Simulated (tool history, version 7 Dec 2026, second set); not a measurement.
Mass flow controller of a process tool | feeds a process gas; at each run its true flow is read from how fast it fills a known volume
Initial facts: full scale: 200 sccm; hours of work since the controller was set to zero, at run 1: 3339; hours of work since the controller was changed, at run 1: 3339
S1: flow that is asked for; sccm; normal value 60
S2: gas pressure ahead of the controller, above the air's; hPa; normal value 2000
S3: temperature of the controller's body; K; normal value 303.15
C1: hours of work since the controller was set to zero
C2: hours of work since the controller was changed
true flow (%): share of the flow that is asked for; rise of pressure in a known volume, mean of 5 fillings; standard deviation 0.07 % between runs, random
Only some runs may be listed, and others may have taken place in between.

Run 1, day 0: usual settings; C1 3339; C2 3339. Result: true flow (%) 97.5.
Run 2, day 4: usual settings but S3 311.15 K; C1 3397; C2 3397. Result: true flow (%) 97.26.
Run 3, day 10.033: usual settings but S3 304.15 K; C1 3485; C2 3485. Result: true flow (%) 97.39.
Run 4, day 15.029: usual settings but S3 304.15 K; C1 3557; C2 3557. Result: true flow (%) 97.34.
Run 5, day 20.329: usual settings but S3 304.15 K; C1 3634; C2 3634. Result: true flow (%) 97.24.
Run 6, day 26.112: usual settings but S3 304.15 K; C1 3718; C2 3718. Result: true flow (%) 97.29.
Run 7, day 31.65: usual settings but S3 304.15 K; C1 3798; C2 3798. Result: true flow (%) 97.29.
Run 8, day 34.212: usual settings but S3 304.15 K; C1 3835; C2 3835. Result: true flow (%) 97.11.
Run 9, day 39.462: usual settings but S1 26 sccm, S2 2240 hPa, S3 304.15 K; C1 3912; C2 3912. Result: true flow (%) 94.54.
Run 10, day 43.333: usual settings but S1 62 sccm, S3 312.15 K; C1 3968; C2 3968. Result: true flow (%) 97.12.
Run 11, day 47.479: usual settings but S1 47 sccm, S3 312.15 K; C1 4028; C2 4028. Result: true flow (%) 96.38.
Run 12, day 49.967: usual settings but S1 47 sccm, S3 312.15 K; C1 4064; C2 4064. Result: true flow (%) 96.37.
Run 13, day 53.842: usual settings but S1 47 sccm, S3 312.15 K; C1 4120; C2 4120. Result: true flow (%) 96.35.
Run 14, day 59.342: usual settings but S1 47 sccm, S3 312.15 K; C1 4200; C2 4200. Result: true flow (%) 96.38.

Consider 4 possible next runs. They are alternatives, not a sequence: every one starts from the tool as it was left by run 14. What does each give?
Run A, day 62.617: usual settings but S1 34 sccm, S3 312.15 K; C1 4248; C2 4248. Result: true flow (%) ?.
Run B, day 62.617: usual settings but S3 309.15 K; C1 4248; C2 4248. Result: true flow (%) ?.
Run C, day 62.617: usual settings but S1 74 sccm, S2 1470 hPa; C1 4248; C2 4248. Result: true flow (%) ?.
Run D, day 62.617: usual settings but S1 179 sccm, S3 295.15 K; C1 4248; C2 4248. Result: true flow (%) ?.

run  true flow (%)
  A          95.25
  B          97.06
  C          98.13
  D         100.03
With no hidden state in the tool, these same runs would have given:
run  true flow (%)
  A          97.83
  B           98.2
  C          98.91
  D          99.92
